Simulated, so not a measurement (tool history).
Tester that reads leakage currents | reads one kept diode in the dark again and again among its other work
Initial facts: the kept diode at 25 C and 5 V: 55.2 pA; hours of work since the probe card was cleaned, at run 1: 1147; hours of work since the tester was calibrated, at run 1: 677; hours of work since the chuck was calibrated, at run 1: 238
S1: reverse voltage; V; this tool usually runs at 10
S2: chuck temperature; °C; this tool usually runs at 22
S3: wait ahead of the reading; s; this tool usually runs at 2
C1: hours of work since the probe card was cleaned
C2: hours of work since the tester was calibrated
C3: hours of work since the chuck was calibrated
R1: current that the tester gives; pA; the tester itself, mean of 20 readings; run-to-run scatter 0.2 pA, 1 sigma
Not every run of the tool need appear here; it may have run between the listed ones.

Run 1, day 0: usual settings; C1 1147; C2 677; C3 238. Result: R1 63.58 pA.
Run 2, day 3.562: usual settings; C1 1193; C2 723; C3 284. Result: R1 63.6 pA.
Run 3, day 6.908: usual settings; C1 1236; C2 767; C3 327. Result: R1 63.43 pA.
Run 4, day 11.429: usual settings; C1 1294; C2 825; C3 386. Result: R1 63.81 pA.
Run 5, day 15.517: usual settings; C1 1347; C2 878; C3 438. Result: R1 63.49 pA.
Run 6, day 19.825: usual settings; C1 1403; C2 933; C3 494. Result: R1 63.59 pA.
Run 7, day 23.775: usual settings; C1 1454; C2 985; C3 545. Result: R1 63.59 pA.
Run 8, day 26.154: usual settings; C1 1485; C2 1015; C3 576. Result: R1 63.48 pA.
Run 9, day 30.092: usual settings but S2 26 °C; C1 1535; C2 1066; C3 627. Result: R1 89.47 pA.
At day 34.167: chuck's temperature calibrated.
Run 10, day 34.283: usual settings but S3 0.59 s; C1 1588; C2 1119; C3 2. Result: R1 65.54 pA.
Run 11, day 39.4: usual settings; C1 1655; C2 1185; C3 68. Result: R1 63.7 pA.
Run 12, day 42.312: usual settings but S2 60 °C; C1 1692; C2 1223; C3 105. Result: R1 1176.78 pA.
Run 13, day 45.404: usual settings but S2 60 °C; C1 1732; C2 1263; C3 145. Result: R1 1173.91 pA.
Run 14, day 48.346: usual settings but S1 1.3 V; C1 1770; C2 1301; C3 183. Result: R1 20.39 pA.
Run 15, day 51.362: usual settings but S1 1.3 V; C1 1809; C2 1340; C3 222. Result: R1 20.33 pA.
Run 16, day 54.533: usual settings but S2 58 °C; C1 1850; C2 1381; C3 263. Result: R1 1020.92 pA.
Run 17, day 58.508: usual settings but S2 20 °C; C1 1901; C2 1432; C3 314. Result: R1 53.8 pA.
Run 18, day 63.2: usual settings but S3 8.14 s; C1 1962; C2 1493; C3 375. Result: R1 63.11 pA.
Run 19, day 67.604: usual settings but S1 15.9 V, S2 40 °C; C1 2019; C2 1550; C3 432. Result: R1 354.54 pA.
Run 20, day 71.992: usual settings but S1 9.9 V, S2 29 °C, S3 2.85 s; C1 2076; C2 1606; C3 489. Result: R1 113.75 pA.
Run 21, day 75.858: usual settings but S1 9.9 V, S2 29 °C, S3 2.85 s; C1 2126; C2 1656; C3 539. Result: R1 113.93 pA.
Run 22, day 79.408: usual settings but S1 9.9 V, S2 29 °C, S3 2.85 s; C1 2171; C2 1702; C3 584. Result: R1 113.62 pA.
Run 23, day 84.812: usual settings but S1 6.9 V, S2 41 °C, S3 2.29 s; C1 2241; C2 1772; C3 654. Result: R1 241.54 pA.
At day 87: chuck's temperature calibrated.
Run 24, day 88.262: usual settings but S1 6.9 V, S2 41 °C, S3 2.29 s; C1 2285; C2 1816; C3 16. Result: R1 241.62 pA.
Run 25, day 92.346: usual settings but S1 6.9 V, S2 41 °C, S3 2.29 s; C1 2338; C2 1868; C3 69. Result: R1 242.04 pA.
Run 26, day 97.617: usual settings but S1 3 V, S3 0.48 s; C1 2406; C2 1936; C3 137. Result: R1 33.38 pA.
Run 27, day 101.908: usual settings but S1 3 V, S3 0.48 s; C1 2461; C2 1992; C3 193. Result: R1 33.42 pA.
Run 28, day 105.175: usual settings but S1 3 V, S3 0.48 s; C1 2503; C2 2034; C3 235. Result: R1 33.5 pA.
Run 29, day 107.783: usual settings but S1 3 V, S3 0.48 s; C1 2537; C2 2068; C3 269. Result: R1 33.24 pA.
Run 30, day 112.417: usual settings but S1 3 V, S3 0.48 s; C1 2597; C2 2128; C3 328. Result: R1 33.09 pA.
Run 31, day 115.492: usual settings but S1 1.9 V, S2 34 °C; C1 2637; C2 2167; C3 368. Result: R1 68.34 pA.

Describe how what the log doesn't record of the tool's condition differs between the last listed run preceding each entry between runs and the first listed run following it.
Between runs 9 and 10: chuck's temperature calibrated (day 34.167)
  stray current of the dirty probe card, pA a volt: 0.022 -> 0.023
Between runs 23 and 24: chuck's temperature calibrated (day 87)
  no hidden state differs between the two runs

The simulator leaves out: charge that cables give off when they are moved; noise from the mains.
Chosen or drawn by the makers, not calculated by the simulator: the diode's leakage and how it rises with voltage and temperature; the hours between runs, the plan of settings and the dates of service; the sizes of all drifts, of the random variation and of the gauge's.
